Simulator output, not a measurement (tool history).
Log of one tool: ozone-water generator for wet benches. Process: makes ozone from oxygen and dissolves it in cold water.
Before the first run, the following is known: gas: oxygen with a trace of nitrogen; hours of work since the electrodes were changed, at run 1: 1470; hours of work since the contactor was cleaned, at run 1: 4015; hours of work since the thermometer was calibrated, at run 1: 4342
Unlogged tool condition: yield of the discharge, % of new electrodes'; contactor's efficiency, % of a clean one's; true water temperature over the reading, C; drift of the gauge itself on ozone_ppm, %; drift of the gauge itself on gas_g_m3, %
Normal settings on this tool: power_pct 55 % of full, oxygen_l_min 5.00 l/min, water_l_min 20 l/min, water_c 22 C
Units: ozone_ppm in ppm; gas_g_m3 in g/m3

run,day,power_pct,oxygen_l_min,water_l_min,water_c,hours of work since the electrodes were changed,hours of work since the contactor was cleaned,hours of work since the thermometer was calibrated,ozone_ppm,gas_g_m3
1,0.000,55,5.00,20,22,1470,4015,4342,12.8,118.6
2,1.579,55,5.00,20,22,1506,4051,4379,13.0,118.9
3,2.388,55,5.00,20,22,1525,4070,4397,13.0,120.3
4,3.675,55,5.00,20,22,1555,4100,4427,12.8,118.3
5,4.396,55,5.00,20,22,1572,4117,4444,12.8,118.2
6,5.783,55,5.47,20,22,1604,4149,4476,12.8,114.3
7,6.954,61,7.57,29,19,1631,4176,4503,11.3,112.2
8,8.346,52,5.16,21,15,1663,4208,4535,12.8,111.3
9,9.512,82,7.90,14,15,1690,4235,4562,27.3,141.6

What does the tool deliver on the next run?
10,10.929,84,7.90,28,22,1723,4268,4595,?,?

Run 10 came out at ozone_ppm 14.9 ppm, gas_g_m3 145.1 g/m3.
Were there no unlogged condition in the tool, this run, its random variation unchanged, would have produced ozone_ppm 14.9 ppm, gas_g_m3 145.2 g/m3.
